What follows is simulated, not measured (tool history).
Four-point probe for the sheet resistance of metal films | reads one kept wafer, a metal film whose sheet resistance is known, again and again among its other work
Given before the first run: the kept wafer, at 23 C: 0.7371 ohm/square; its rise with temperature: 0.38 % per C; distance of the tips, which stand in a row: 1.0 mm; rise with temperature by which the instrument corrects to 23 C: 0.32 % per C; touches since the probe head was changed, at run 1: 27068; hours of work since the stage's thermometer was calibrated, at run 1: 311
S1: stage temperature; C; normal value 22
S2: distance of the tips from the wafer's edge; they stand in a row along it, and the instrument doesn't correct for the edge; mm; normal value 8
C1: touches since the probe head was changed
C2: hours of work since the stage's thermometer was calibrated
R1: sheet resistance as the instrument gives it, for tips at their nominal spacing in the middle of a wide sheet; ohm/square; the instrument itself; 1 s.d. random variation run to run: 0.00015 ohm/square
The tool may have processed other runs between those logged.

{"run": 1, "hour": 0.0, "S1": 22, "S2": 8, "C1": 27068, "C2": 311, "R1": 0.741861}
{"run": 2, "hour": 51.9, "S1": 22, "S2": 8, "C1": 29305, "C2": 351, "R1": 0.742283}
{"run": 3, "hour": 106.4, "S1": 22, "S2": 25, "C1": 31658, "C2": 393, "R1": 0.736844}
{"run": 4, "hour": 145.4, "S1": 22, "S2": 25, "C1": 33338, "C2": 423, "R1": 0.736964}
{"run": 5, "hour": 174.7, "S1": 22, "S2": 8, "C1": 34602, "C2": 446, "R1": 0.742383}
{"run": 6, "hour": 209.9, "S1": 22, "S2": 8, "C1": 36121, "C2": 473, "R1": 0.742537}
{"run": 7, "hour": 238.2, "S1": 23, "S2": 8, "C1": 37341, "C2": 495, "R1": 0.742973}
{"run": 8, "hour": 277.2, "S1": 18, "S2": 8, "C1": 39020, "C2": 525, "R1": 0.741028}
{"run": 9, "hour": 309.2, "S1": 22, "S2": 8, "C1": 40400, "C2": 550, "R1": 0.742826}
{"run": 10, "hour": 340.8, "S1": 22, "S2": 8, "C1": 41762, "C2": 574, "R1": 0.74269}
{"run": 11, "hour": 370.4, "S1": 22, "S2": 8, "C1": 43043, "C2": 597, "R1": 0.742736}
{"run": 12, "hour": 394.2, "S1": 22, "S2": 8, "C1": 44066, "C2": 615, "R1": 0.74309}
{"run": 13, "hour": 424.0, "S1": 22, "S2": 8, "C1": 45351, "C2": 638, "R1": 0.743292}
{"run": 14, "hour": 466.5, "S1": 22, "S2": 8, "C1": 47186, "C2": 671, "R1": 0.743041}
{"run": 15, "hour": 496.6, "S1": 22, "S2": 8, "C1": 48484, "C2": 695, "R1": 0.743148}
{"run": 16, "hour": 543.1, "S1": 22, "S2": 8, "C1": 50489, "C2": 730, "R1": 0.743569}
{"run": 17, "hour": 572.4, "S1": 22, "S2": 8, "C1": 51749, "C2": 753, "R1": 0.743296}
{"run": 18, "hour": 619.3, "S1": 22, "S2": 8, "C1": 53775, "C2": 789, "R1": 0.743343}
{"run": 19, "hour": 655.4, "S1": 22, "S2": 8, "C1": 55328, "C2": 817, "R1": 0.743528}
{"run": 20, "hour": 705.6, "S1": 22, "S2": 8, "C1": 57494, "C2": 856, "R1": 0.743486}
{"run": 21, "hour": 749.9, "S1": 22, "S2": 8, "C1": 59406, "C2": 890, "R1": 0.743814}
{"run": 22, "hour": 786.6, "S1": 22, "S2": 8, "C1": 60987, "C2": 919, "R1": 0.743587}
{"run": 23, "hour": 840.9, "S1": 19, "S2": 5, "C1": 63330, "C2": 961, "R1": 0.752213}
{"run": 24, "hour": 884.7, "S1": 26, "S2": 3, "C1": 65219, "C2": 994, "R1": 0.781246}
{"hour": 888.4, "done": "stage's thermometer calibrated"}
{"run": 25, "hour": 931.5, "S1": 35, "S2": 30, "C1": 67216, "C2": 33, "R1": 0.743946}
{"run": 26, "hour": 985.5, "S1": 19, "S2": 4, "C1": 69544, "C2": 75, "R1": 0.761022}
{"hour": 1034.6, "done": "stage's thermometer calibrated, once more"}
{"run": 27, "hour": 1042.7, "S1": 19, "S2": 4, "C1": 71989, "C2": 6, "R1": 0.76061}
{"run": 28, "hour": 1096.0, "S1": 31, "S2": 16, "C1": 74287, "C2": 47, "R1": 0.743282}
{"run": 29, "hour": 1121.9, "S1": 21, "S2": 33, "C1": 75403, "C2": 67, "R1": 0.737983}
{"run": 30, "hour": 1162.8, "S1": 21, "S2": 33, "C1": 77166, "C2": 99, "R1": 0.737761}
{"run": 31, "hour": 1217.5, "S1": 21, "S2": 33, "C1": 79525, "C2": 141, "R1": 0.738076}
{"run": 32, "hour": 1266.2, "S1": 21, "S2": 8, "C1": 81625, "C2": 179, "R1": 0.743827}
{"run": 33, "hour": 1307.0, "S1": 23, "S2": 23, "C1": 83386, "C2": 210, "R1": 0.739229}
{"run": 34, "hour": 1356.5, "S1": 30, "S2": 4, "C1": 85520, "C2": 249, "R1": 0.765901}
{"run": 35, "hour": 1413.5, "S1": 26, "S2": 8, "C1": 87977, "C2": 293, "R1": 0.746427}
{"run": 36, "hour": 1455.4, "S1": 19, "S2": 20, "C1": 89782, "C2": 325, "R1": 0.738347}
{"run": 37, "hour": 1507.9, "S1": 34, "S2": 8, "C1": 92047, "C2": 366, "R1": 0.749953}
{"run": 38, "hour": 1536.5, "S1": 34, "S2": 8, "C1": 93283, "C2": 388, "R1": 0.749844}
{"run": 39, "hour": 1569.3, "S1": 34, "S2": 8, "C1": 94695, "C2": 413, "R1": 0.750326}
{"run": 40, "hour": 1603.5, "S1": 19, "S2": 4, "C1": 96169, "C2": 439, "R1": 0.761782}
{"run": 41, "hour": 1645.2, "S1": 19, "S2": 47, "C1": 97969, "C2": 472, "R1": 0.73807}
{"run": 42, "hour": 1689.2, "S1": 24, "S2": 47, "C1": 99864, "C2": 506, "R1": 0.740399}

Below are 5 alternative next runs, each starting from the tool's condition after run 42. Predict each:
{"run": "A", "hour": 1724.7, "S1": 22, "S2": 11, "C1": 101394, "C2": 533, "R1": "?"}
{"run": "B", "hour": 1724.7, "S1": 18, "S2": 3, "C1": 101394, "C2": 533, "R1": "?"}
{"run": "C", "hour": 1724.7, "S1": 27, "S2": 7, "C1": 101394, "C2": 533, "R1": "?"}
{"run": "D", "hour": 1724.7, "S1": 29, "S2": 8, "C1": 101394, "C2": 533, "R1": "?"}
{"run": "E", "hour": 1724.7, "S1": 31, "S2": 12, "C1": 101394, "C2": 533, "R1": "?"}

run=A R1=0.742751
run=B R1=0.77874
run=C R1=0.749373
run=D R1=0.748384
run=E R1=0.745644
Without the tool's unlogged condition, the same runs would have read:
run=A R1=0.740152
run=B R1=0.776022
run=C R1=0.746757
run=D R1=0.745773
run=E R1=0.743044
